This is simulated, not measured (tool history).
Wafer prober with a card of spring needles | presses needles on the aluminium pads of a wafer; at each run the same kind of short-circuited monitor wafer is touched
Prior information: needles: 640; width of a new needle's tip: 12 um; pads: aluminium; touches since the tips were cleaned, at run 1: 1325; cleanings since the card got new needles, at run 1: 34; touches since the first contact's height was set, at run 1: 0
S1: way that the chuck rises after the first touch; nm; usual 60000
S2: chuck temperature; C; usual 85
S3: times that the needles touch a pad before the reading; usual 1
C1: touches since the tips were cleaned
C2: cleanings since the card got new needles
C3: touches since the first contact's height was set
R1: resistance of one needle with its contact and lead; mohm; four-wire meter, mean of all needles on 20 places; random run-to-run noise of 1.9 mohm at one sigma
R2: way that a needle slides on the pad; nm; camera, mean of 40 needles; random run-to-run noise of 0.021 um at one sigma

| run | hour | S1 | S2 | S3 | C1 | C2 | C3 | R1 | R2 |
|---|---|---|---|---|---|---|---|---|---|
| 1 | 0.0 | 60000 | 85 | 1 | 1325 | 34 | 0 | 210 | 15550 |
|  | 24.5 | tips cleaned on abrasive film |
| 2 | 34.9 | 60000 | 85 | 1 | 2883 | 35 | 9608 | 210 | 15510 |
|  | 53.4 | tips cleaned on abrasive film |
| 3 | 62.7 | 60000 | 85 | 1 | 2545 | 36 | 17240 | 208 | 15470 |
|  | 84.2 | tips cleaned on abrasive film |
| 4 | 95.7 | 60000 | 85 | 1 | 3176 | 37 | 26323 | 209 | 15510 |
|  | 115.3 | tips cleaned on abrasive film |
| 5 | 129.6 | 60000 | 85 | 1 | 3954 | 38 | 35678 | 209 | 15440 |
|  | 144.5 | tips cleaned on abrasive film |
| 6 | 150.7 | 60000 | 85 | 1 | 1710 | 39 | 41452 | 208 | 15370 |
|  | 152.5 | height of the first contact set anew |
| 7 | 170.2 | 60000 | 85 | 1 | 7035 | 39 | 4894 | 215 | 15350 |
|  | 175.0 | tips cleaned on abrasive film |
| 8 | 194.5 | 60000 | 85 | 1 | 5380 | 40 | 11563 | 209 | 15330 |
|  | 205.7 | tips cleaned on abrasive film |
| 9 | 216.9 | 46000 | 44 | 1 | 3090 | 41 | 17712 | 205 | 11650 |
|  | 237.5 | height of the first contact set anew, once more |
|  | 237.6 | tips cleaned on abrasive film |
| 10 | 240.6 | 62000 | 44 | 1 | 839 | 42 | 839 | 193 | 16040 |

Here are 3 independent what-if runs from the current tool condition. What would each one return?
|  | 267.2 | tips cleaned on abrasive film |
| A | 271.0 | 62000 | 123 | 3 | 1060 | 43 | 9200 | ? | ? |
|  | 267.2 | tips cleaned on abrasive film |
| B | 271.0 | 57000 | 88 | 1 | 1060 | 43 | 9200 | ? | ? |
|  | 267.2 | tips cleaned on abrasive film |
| C | 271.0 | 42000 | 44 | 2 | 1060 | 43 | 9200 | ? | ? |

| run | R1 | R2 |
|---|---|---|
| A | 209 | 15990 |
| B | 209 | 14750 |
| C | 201 | 10840 |
Without the tool's unlogged condition, the same runs would have read:
| run | R1 | R2 |
|---|---|---|
| A | 209 | 16060 |
| B | 204 | 14810 |
| C | 195 | 10900 |

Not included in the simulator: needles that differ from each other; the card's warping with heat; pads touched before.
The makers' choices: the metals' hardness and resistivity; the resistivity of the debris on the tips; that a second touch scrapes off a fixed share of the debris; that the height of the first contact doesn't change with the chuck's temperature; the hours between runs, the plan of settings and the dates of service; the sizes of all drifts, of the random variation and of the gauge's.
